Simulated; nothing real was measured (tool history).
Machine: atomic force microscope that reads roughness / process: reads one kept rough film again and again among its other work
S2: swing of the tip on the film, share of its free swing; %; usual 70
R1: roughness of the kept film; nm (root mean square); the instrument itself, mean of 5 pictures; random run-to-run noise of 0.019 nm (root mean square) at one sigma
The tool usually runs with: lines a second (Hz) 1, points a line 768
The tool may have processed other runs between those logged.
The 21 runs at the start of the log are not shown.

{"run": 22, "day": 27.604, "lines a second (Hz)": 1.75, "S2": 70, "points a line": 768, "R1": 3.888}
{"run": 23, "day": 28.629, "lines a second (Hz)": 1.75, "S2": 68, "points a line": 768, "R1": 3.746}
{"run": 24, "day": 29.754, "lines a second (Hz)": 1.75, "S2": 68, "points a line": 768, "R1": 3.597}
{"day": 30.521, "done": "new tip fitted"}
{"run": 25, "day": 31.05, "lines a second (Hz)": 1, "S2": 73, "points a line": 1000, "R1": 4.367}
{"run": 26, "day": 32.729, "lines a second (Hz)": 2.17, "S2": 59, "points a line": 531, "R1": 4.012}
{"run": 27, "day": 33.812, "lines a second (Hz)": 2.37, "S2": 59, "points a line": 531, "R1": 3.834}
{"run": 28, "day": 35.062, "lines a second (Hz)": 1, "S2": 70, "points a line": 774, "R1": 3.655}
{"day": 35.829, "done": "new tip fitted"}
{"run": 29, "day": 37.142, "lines a second (Hz)": 1, "S2": 66, "points a line": 451, "R1": 4.227}
{"run": 30, "day": 38.871, "lines a second (Hz)": 1, "S2": 70, "points a line": 920, "R1": 3.93}
{"run": 31, "day": 40.971, "lines a second (Hz)": 1, "S2": 75, "points a line": 269, "R1": 3.533}
{"day": 41.15, "done": "new tip fitted"}
{"run": 32, "day": 42.612, "lines a second (Hz)": 1, "S2": 75, "points a line": 269, "R1": 4.046}
{"run": 33, "day": 44.246, "lines a second (Hz)": 1, "S2": 75, "points a line": 269, "R1": 3.818}
{"run": 34, "day": 45.646, "lines a second (Hz)": 1.75, "S2": 66, "points a line": 269, "R1": 3.591}
{"day": 46.421, "done": "new tip fitted"}
{"run": 35, "day": 47.662, "lines a second (Hz)": 1.62, "S2": 61, "points a line": 269, "R1": 4.172}
{"run": 36, "day": 49.562, "lines a second (Hz)": 2.96, "S2": 57, "points a line": 353, "R1": 3.812}
{"run": 37, "day": 50.804, "lines a second (Hz)": 2.57, "S2": 57, "points a line": 353, "R1": 3.671}
{"day": 51.721, "done": "new tip fitted"}
{"run": 38, "day": 52.296, "lines a second (Hz)": 0.52, "S2": 56, "points a line": 553, "R1": 4.513}
{"run": 39, "day": 54.029, "lines a second (Hz)": 0.52, "S2": 56, "points a line": 553, "R1": 4.191}
{"run": 40, "day": 55.758, "lines a second (Hz)": 0.52, "S2": 56, "points a line": 553, "R1": 3.959}
{"run": 41, "day": 56.696, "lines a second (Hz)": 0.52, "S2": 56, "points a line": 553, "R1": 3.793}
{"day": 56.992, "done": "new tip fitted"}
{"run": 42, "day": 58.204, "lines a second (Hz)": 0.52, "S2": 56, "points a line": 553, "R1": 4.395}
{"run": 43, "day": 59.85, "lines a second (Hz)": 0.57, "S2": 73, "points a line": 521, "R1": 4.024}

What if the next run were any one of these 3? Each begins from the tool's condition after run 43:
{"run": "A", "day": 60.788, "lines a second (Hz)": 3.78, "S2": 70, "points a line": 768, "R1": "?"}
{"run": "B", "day": 60.788, "lines a second (Hz)": 1, "S2": 63, "points a line": 270, "R1": "?"}
{"run": "C", "day": 60.788, "lines a second (Hz)": 0.65, "S2": 81, "points a line": 425, "R1": "?"}

run=A R1=3.368
run=B R1=3.811
run=C R1=3.752
Stripped of hidden state, with their random variation kept, the same runs would have yielded:
run=A R1=4.043
run=B R1=4.575
run=C R1=4.504
